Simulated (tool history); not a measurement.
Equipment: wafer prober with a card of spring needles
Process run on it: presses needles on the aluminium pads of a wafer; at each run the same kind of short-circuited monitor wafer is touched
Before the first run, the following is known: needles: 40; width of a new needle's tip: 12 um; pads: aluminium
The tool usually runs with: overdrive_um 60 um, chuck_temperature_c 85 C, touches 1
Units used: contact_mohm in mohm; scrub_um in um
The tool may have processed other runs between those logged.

run     day  overdrive_um  chuck_temperature_c  touches  contact_mohm  scrub_um
  1       0            60                   85        1           151      9.43
      1.067  -- tips cleaned on abrasive film
  2   1.483            60                   64        1           148      9.42
      2.142  -- tips cleaned on abrasive film
  3    3.15            60                   97        1           150      9.42
      3.296  -- tips cleaned on abrasive film
      4.342  -- tips cleaned on abrasive film
  4   4.458            60                   85        1           152      9.41
      5.446  -- tips cleaned on abrasive film
  5   6.017            60                   85        1           149      9.39
      6.562  -- tips cleaned on abrasive film
  6   7.279            64                   85        1           151        10
      7.667  -- tips cleaned on abrasive film
  7   8.458            60                   85        1           150      9.38
      8.804  -- tips cleaned on abrasive film
      9.846  -- tips cleaned on abrasive film
  8  10.254            60                   85        1           149      9.37
     10.896  -- tips cleaned on abrasive film
  9  11.504            60                   85        1           149      9.35
     11.938  -- tips cleaned on abrasive film
      11.95  -- height of the first contact set anew
 10  12.929            60                   85        2           150      9.34
     13.017  -- tips cleaned on abrasive film
     14.108  -- tips cleaned on abrasive film
 11    14.3            59                   38        2           144      9.17
     15.204  -- tips cleaned on abrasive film
 12  15.979            68                   85        1           148      10.6
     16.371  -- tips cleaned on abrasive film
 13  17.388            55                   26        2           144      8.55
     17.508  -- tips cleaned on abrasive film
 14  18.267            60                   57        1           147      9.34
     18.596  -- tips cleaned on abrasive film
 15  19.017            62                  100        1           152      9.61
     19.625  -- tips cleaned on abrasive film
 16  20.475            47                   83        1           155      7.27
     20.729  -- tips cleaned on abrasive film
     21.879  -- tips cleaned on abrasive film
 17  21.925            47                   85        3           153      7.27

Below, some changes in scrub_um between adjacent runs. For each, the amount present without the hidden state too (settings, incoming material, random variation) and the amount remaining for the hidden state with gauge scatter not shared by both compared results:
What the log doesn't record here: debris on the tips, nm; way that the needles fall short of the set height, um; tips' diameter, um; drift of the gauge itself on contact_mohm, %; drift of the gauge itself on scrub_um, %.
Run 11 -> 12: overdrive_um 59 -> 68, chuck_temperature_c 38 -> 85, touches 2 -> 1, tips cleaned on abrasive film. scrub_um +1.43 um: hidden state -0.03, all else +1.46.
Run 15 -> 16: overdrive_um 62 -> 47, chuck_temperature_c 100 -> 83, tips cleaned on abrasive film. scrub_um -2.34 um: hidden state +0.02, all else -2.36.

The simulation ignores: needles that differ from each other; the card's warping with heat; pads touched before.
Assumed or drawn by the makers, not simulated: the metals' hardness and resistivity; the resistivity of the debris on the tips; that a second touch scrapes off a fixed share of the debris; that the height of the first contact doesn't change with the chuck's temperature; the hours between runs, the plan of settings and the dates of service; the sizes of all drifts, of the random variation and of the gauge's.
